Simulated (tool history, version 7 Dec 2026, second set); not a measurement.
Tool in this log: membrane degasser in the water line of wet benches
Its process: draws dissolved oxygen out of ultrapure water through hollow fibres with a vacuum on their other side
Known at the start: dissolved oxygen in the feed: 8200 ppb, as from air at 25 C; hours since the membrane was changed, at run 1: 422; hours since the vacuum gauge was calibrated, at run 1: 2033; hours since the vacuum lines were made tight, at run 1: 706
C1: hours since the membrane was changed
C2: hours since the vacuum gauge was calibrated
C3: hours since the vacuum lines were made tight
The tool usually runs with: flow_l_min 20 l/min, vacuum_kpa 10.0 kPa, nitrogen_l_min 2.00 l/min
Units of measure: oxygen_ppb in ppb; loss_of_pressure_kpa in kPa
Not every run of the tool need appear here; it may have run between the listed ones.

Run 1, hour 0.0: usual settings; C1 422; C2 2033; C3 706. Result: oxygen_ppb 165.7 ppb, loss_of_pressure_kpa 31.36 kPa.
Run 2, hour 155.6: usual settings; C1 578; C2 2189; C3 861. Result: oxygen_ppb 164.5 ppb, loss_of_pressure_kpa 31.85 kPa.
Run 3, hour 322.1: usual settings but nitrogen_l_min 1.00 l/min; C1 744; C2 2355; C3 1028. Result: oxygen_ppb 305.4 ppb, loss_of_pressure_kpa 31.97 kPa.
Run 4, hour 480.6: usual settings but flow_l_min 13 l/min; C1 903; C2 2514; C3 1186. Result: oxygen_ppb 110.7 ppb, loss_of_pressure_kpa 20.71 kPa.
Run 5, hour 632.8: usual settings but flow_l_min 13 l/min; C1 1055; C2 2666; C3 1338. Result: oxygen_ppb 109.9 ppb, loss_of_pressure_kpa 20.75 kPa.
Run 6, hour 798.6: usual settings but flow_l_min 13 l/min, nitrogen_l_min 4.23 l/min; C1 1221; C2 2832; C3 1504. Result: oxygen_ppb 54.2 ppb, loss_of_pressure_kpa 20.99 kPa.
Run 7, hour 890.6: usual settings but flow_l_min 13 l/min, nitrogen_l_min 4.23 l/min; C1 1313; C2 2924; C3 1596. Result: oxygen_ppb 55.7 ppb, loss_of_pressure_kpa 21.04 kPa.
Run 8, hour 1065.9: usual settings; C1 1488; C2 3099; C3 1772. Result: oxygen_ppb 166.5 ppb, loss_of_pressure_kpa 32.54 kPa.
Run 9, hour 1253.4: usual settings; C1 1675; C2 3287; C3 1959. Result: oxygen_ppb 167.6 ppb, loss_of_pressure_kpa 32.07 kPa.
Run 10, hour 1397.8: usual settings but vacuum_kpa 18.7 kPa; C1 1820; C2 3431; C3 2103. Result: oxygen_ppb 371.7 ppb, loss_of_pressure_kpa 32.21 kPa.
Run 11, hour 1600.7: usual settings but vacuum_kpa 18.7 kPa; C1 2023; C2 3634; C3 2306. Result: oxygen_ppb 368.2 ppb, loss_of_pressure_kpa 32.60 kPa.
Run 12, hour 1752.4: usual settings but vacuum_kpa 18.7 kPa; C1 2174; C2 3786; C3 2458. Result: oxygen_ppb 368.1 ppb, loss_of_pressure_kpa 32.40 kPa.
At hour 1837.4: seals of the vacuum lines changed.
Run 13, hour 1874.7: usual settings but vacuum_kpa 18.7 kPa, nitrogen_l_min 3.30 l/min; C1 2295; C2 3906; C3 37. Result: oxygen_ppb 226.8 ppb, loss_of_pressure_kpa 32.60 kPa.
At hour 1884.5: vacuum gauge calibrated.
Run 14, hour 2024.1: usual settings but vacuum_kpa 18.7 kPa, nitrogen_l_min 3.30 l/min; C1 2444; C2 140; C3 186. Result: oxygen_ppb 232.7 ppb, loss_of_pressure_kpa 32.55 kPa.
Run 15, hour 2219.5: usual settings but flow_l_min 13 l/min, vacuum_kpa 19.0 kPa, nitrogen_l_min 3.30 l/min; C1 2639; C2 335; C3 382. Result: oxygen_ppb 155.7 ppb, loss_of_pressure_kpa 21.01 kPa.
Run 16, hour 2314.0: usual settings but flow_l_min 13 l/min, vacuum_kpa 6.7 kPa, nitrogen_l_min 1.05 l/min; C1 2733; C2 429; C3 476. Result: oxygen_ppb 111.3 ppb, loss_of_pressure_kpa 21.27 kPa.
Run 17, hour 2431.3: usual settings but flow_l_min 23 l/min, nitrogen_l_min 4.00 l/min; C1 2851; C2 547; C3 593. Result: oxygen_ppb 105.4 ppb, loss_of_pressure_kpa 37.95 kPa.
Run 18, hour 2547.7: usual settings but vacuum_kpa 8.7 kPa, nitrogen_l_min 3.61 l/min; C1 2967; C2 663; C3 710. Result: oxygen_ppb 83.0 ppb, loss_of_pressure_kpa 32.90 kPa.
Run 19, hour 2727.6: usual settings but flow_l_min 19 l/min, nitrogen_l_min 1.92 l/min; C1 3147; C2 843; C3 890. Result: oxygen_ppb 168.9 ppb, loss_of_pressure_kpa 31.41 kPa.
Run 20, hour 2829.8: usual settings but flow_l_min 15 l/min, vacuum_kpa 11.5 kPa, nitrogen_l_min 0.84 l/min; C1 3249; C2 945; C3 992. Result: oxygen_ppb 343.3 ppb, loss_of_pressure_kpa 24.54 kPa.
At hour 3003.1: vacuum gauge calibrated, once more.
Run 21, hour 3003.1: usual settings but flow_l_min 15 l/min, vacuum_kpa 6.5 kPa, nitrogen_l_min 1.88 l/min; C1 3422; C2 0; C3 1165. Result: oxygen_ppb 65.4 ppb, loss_of_pressure_kpa 24.74 kPa.
Run 22, hour 3123.4: usual settings but flow_l_min 19 l/min, vacuum_kpa 6.5 kPa, nitrogen_l_min 1.88 l/min; C1 3542; C2 120; C3 1285. Result: oxygen_ppb 83.9 ppb, loss_of_pressure_kpa 31.57 kPa.
Run 23, hour 3259.9: usual settings but flow_l_min 19 l/min, vacuum_kpa 6.5 kPa, nitrogen_l_min 1.88 l/min; C1 3679; C2 257; C3 1421. Result: oxygen_ppb 84.2 ppb, loss_of_pressure_kpa 31.53 kPa.
Run 24, hour 3370.1: usual settings but flow_l_min 14 l/min, vacuum_kpa 22.3 kPa, nitrogen_l_min 4.34 l/min; C1 3789; C2 367; C3 1532. Result: oxygen_ppb 154.2 ppb, loss_of_pressure_kpa 23.08 kPa.

Consider 5 possible next runs. They are alternatives, not a sequence: every one starts from the tool as it was left by run 24. What does each give?
Run A, hour 3453.6: usual settings but flow_l_min 15 l/min, vacuum_kpa 10.9 kPa, nitrogen_l_min 0.87 l/min; C1 3873; C2 451; C3 1615. Result: oxygen_ppb ?, loss_of_pressure_kpa ?.
Run B, hour 3453.6: usual settings but flow_l_min 23 l/min, vacuum_kpa 22.3 kPa, nitrogen_l_min 4.34 l/min; C1 3873; C2 451; C3 1615. Result: oxygen_ppb ?, loss_of_pressure_kpa ?.
Run C, hour 3453.6: usual settings but flow_l_min 17 l/min; C1 3873; C2 451; C3 1615. Result: oxygen_ppb ?, loss_of_pressure_kpa ?.
Run D, hour 3453.6: usual settings; C1 3873; C2 451; C3 1615. Result: oxygen_ppb ?, loss_of_pressure_kpa ?.
Run E, hour 3453.6: usual settings but flow_l_min 28 l/min, nitrogen_l_min 0.98 l/min; C1 3873; C2 451; C3 1615. Result: oxygen_ppb ?, loss_of_pressure_kpa ?.

run  oxygen_ppb  loss_of_pressure_kpa
  A       298.9                 24.74
  B       247.2                 38.47
  C       143.4                 28.38
  D       166.1                 33.24
  E       408.5                 46.50
With no hidden state in the tool, these same runs would have given:
run  oxygen_ppb  loss_of_pressure_kpa
  A       293.5                 23.46
  B       241.3                 36.49
  C       139.6                 26.92
  D       161.8                 31.52
  E       402.6                 44.09
